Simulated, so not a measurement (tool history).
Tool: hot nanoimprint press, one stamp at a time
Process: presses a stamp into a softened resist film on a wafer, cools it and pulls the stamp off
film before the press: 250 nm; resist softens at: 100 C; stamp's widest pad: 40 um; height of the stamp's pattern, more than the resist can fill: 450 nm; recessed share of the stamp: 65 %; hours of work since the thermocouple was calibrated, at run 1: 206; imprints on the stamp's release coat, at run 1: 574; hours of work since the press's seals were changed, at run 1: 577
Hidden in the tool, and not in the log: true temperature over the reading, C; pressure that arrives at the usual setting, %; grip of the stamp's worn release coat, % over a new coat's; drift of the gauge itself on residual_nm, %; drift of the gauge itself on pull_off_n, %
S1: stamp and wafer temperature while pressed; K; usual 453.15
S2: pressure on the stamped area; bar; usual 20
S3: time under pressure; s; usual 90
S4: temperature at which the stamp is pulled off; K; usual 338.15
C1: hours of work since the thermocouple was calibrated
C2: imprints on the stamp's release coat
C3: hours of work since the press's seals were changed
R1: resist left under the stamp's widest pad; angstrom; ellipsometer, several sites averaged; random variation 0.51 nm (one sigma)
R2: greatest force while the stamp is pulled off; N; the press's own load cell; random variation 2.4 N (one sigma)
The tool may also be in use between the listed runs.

run 1 hour=0 | S1=453.15 S2=20 S3=90 S4=338.15 | C1=206 C2=574 C3=577 | R1=1259 R2=104
run 2 hour=18.9 | S1=453.15 S2=20 S3=90 S4=338.15 | C1=218 C2=627 C3=589 | R1=1259 R2=109
run 3 hour=32.8 | S1=453.15 S2=18.8 S3=90 S4=338.15 | C1=227 C2=665 C3=598 | R1=1292 R2=113
run 4 hour=54.6 | S1=453.15 S2=18.8 S3=90 S4=338.15 | C1=241 C2=726 C3=612 | R1=1301 R2=106
run 5 hour=73 | S1=453.15 S2=18.8 S3=90 S4=338.15 | C1=252 C2=777 C3=624 | R1=1295 R2=107
run 6 hour=84.9 | S1=453.15 S2=20 S3=90 S4=338.15 | C1=260 C2=810 C3=631 | R1=1267 R2=109
run 7 hour=102.9 | S1=453.15 S2=20 S3=90 S4=338.15 | C1=271 C2=860 C3=643 | R1=1263 R2=113
run 8 hour=126.1 | S1=453.15 S2=20 S3=90 S4=338.15 | C1=286 C2=925 C3=657 | R1=1268 R2=103
run 9 hour=141.8 | S1=453.15 S2=20 S3=90 S4=338.15 | C1=296 C2=968 C3=667 | R1=1261 R2=108
run 10 hour=165.3 | S1=453.15 S2=20 S3=90 S4=338.15 | C1=311 C2=1033 C3=682 | R1=1263 R2=109
run 11 hour=188.7 | S1=447.15 S2=20 S3=90 S4=338.15 | C1=326 C2=1098 C3=697 | R1=1515 R2=108
run 12 hour=208 | S1=453.15 S2=20 S3=90 S4=338.15 | C1=338 C2=1152 C3=710 | R1=1269 R2=108
run 13 hour=226.9 | S1=453.15 S2=20 S3=90 S4=338.15 | C1=350 C2=1205 C3=722 | R1=1266 R2=107
run 14 hour=245.5 | S1=453.15 S2=20 S3=90 S4=338.15 | C1=362 C2=1256 C3=733 | R1=1272 R2=108
run 15 hour=258.6 | S1=453.15 S2=20 S3=90 S4=326.15 | C1=371 C2=1293 C3=742 | R1=1261 R2=121
run 16 hour=271 | S1=453.15 S2=20 S3=90 S4=326.15 | C1=379 C2=1327 C3=750 | R1=1263 R2=127

Run 17 comes next. What will it give?
run 17 hour=297.2 | S1=453.15 S2=20 S3=90 S4=326.15 | C1=395 C2=1400 C3=766 | R1=? R2=?

Run 17 gave R1 1276 angstrom, R2 125 N.
Without the tool's hidden state the same run would have given R1 1260 angstrom, R2 123 N.
